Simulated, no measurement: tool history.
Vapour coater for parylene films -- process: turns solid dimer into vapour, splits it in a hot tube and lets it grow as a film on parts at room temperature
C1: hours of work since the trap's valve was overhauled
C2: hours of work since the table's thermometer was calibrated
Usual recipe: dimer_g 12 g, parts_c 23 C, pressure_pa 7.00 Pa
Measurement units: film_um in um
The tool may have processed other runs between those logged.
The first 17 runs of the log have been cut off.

run 18 hour=694.7 | dimer_g=13 parts_c=23 pressure_pa=7.00 | C1=270 C2=450 | film_um=3.98
run 19 hour=731.5 | dimer_g=13 parts_c=23 pressure_pa=7.00 | C1=289 C2=469 | film_um=4.01
run 20 hour=769.2 | dimer_g=22 parts_c=19 pressure_pa=8.45 | C1=308 C2=488 | film_um=7.73
run 21 hour=800.9 | dimer_g=5 parts_c=17 pressure_pa=7.00 | C1=324 C2=505 | film_um=1.95
run 22 hour=838.1 | dimer_g=12 parts_c=16 pressure_pa=2.63 | C1=343 C2=524 | film_um=5.62
run 23 hour=877.8 | dimer_g=12 parts_c=28 pressure_pa=4.36 | C1=364 C2=544 | film_um=3.09
-- hour=894.6 trap's valve overhauled
run 24 hour=923.0 | dimer_g=5 parts_c=26 pressure_pa=8.61 | C1=15 C2=565 | film_um=1.47
run 25 hour=950.8 | dimer_g=12 parts_c=23 pressure_pa=4.18 | C1=29 C2=579 | film_um=4.34
run 26 hour=986.5 | dimer_g=5 parts_c=23 pressure_pa=3.48 | C1=47 C2=597 | film_um=1.88
run 27 hour=1020.7 | dimer_g=11 parts_c=23 pressure_pa=7.00 | C1=64 C2=615 | film_um=3.55
run 28 hour=1047.1 | dimer_g=11 parts_c=23 pressure_pa=7.00 | C1=78 C2=628 | film_um=3.54
run 29 hour=1101.4 | dimer_g=6 parts_c=23 pressure_pa=7.00 | C1=106 C2=656 | film_um=1.95
run 30 hour=1132.5 | dimer_g=13 parts_c=23 pressure_pa=6.33 | C1=122 C2=672 | film_um=4.21
run 31 hour=1156.4 | dimer_g=20 parts_c=23 pressure_pa=4.01 | C1=134 C2=684 | film_um=7.07
run 32 hour=1179.8 | dimer_g=8 parts_c=28 pressure_pa=10.43 | C1=146 C2=696 | film_um=1.90
run 33 hour=1227.7 | dimer_g=8 parts_c=28 pressure_pa=10.43 | C1=170 C2=721 | film_um=1.91
run 34 hour=1277.4 | dimer_g=6 parts_c=21 pressure_pa=7.00 | C1=196 C2=746 | film_um=2.09
run 35 hour=1301.0 | dimer_g=6 parts_c=21 pressure_pa=7.00 | C1=208 C2=758 | film_um=2.09

Here are 5 independent what-if runs from the current tool condition. What would each one return?
run A hour=1324.8 | dimer_g=7 parts_c=21 pressure_pa=2.82 | C1=220 C2=770 | film_um=?
run B hour=1324.8 | dimer_g=10 parts_c=27 pressure_pa=5.03 | C1=220 C2=770 | film_um=?
run C hour=1324.8 | dimer_g=12 parts_c=23 pressure_pa=8.73 | C1=220 C2=770 | film_um=?
run D hour=1324.8 | dimer_g=21 parts_c=20 pressure_pa=3.89 | C1=220 C2=770 | film_um=?
run E hour=1324.8 | dimer_g=15 parts_c=34 pressure_pa=3.90 | C1=220 C2=770 | film_um=?

run=A film_um=2.78
run=B film_um=2.76
run=C film_um=3.65
run=D film_um=8.06
run=E film_um=3.20
Stripped of hidden state, with their random variation kept, the same runs would have yielded:
run=A film_um=2.94
run=B film_um=2.92
run=C film_um=3.86
run=D film_um=8.53
run=E film_um=3.38

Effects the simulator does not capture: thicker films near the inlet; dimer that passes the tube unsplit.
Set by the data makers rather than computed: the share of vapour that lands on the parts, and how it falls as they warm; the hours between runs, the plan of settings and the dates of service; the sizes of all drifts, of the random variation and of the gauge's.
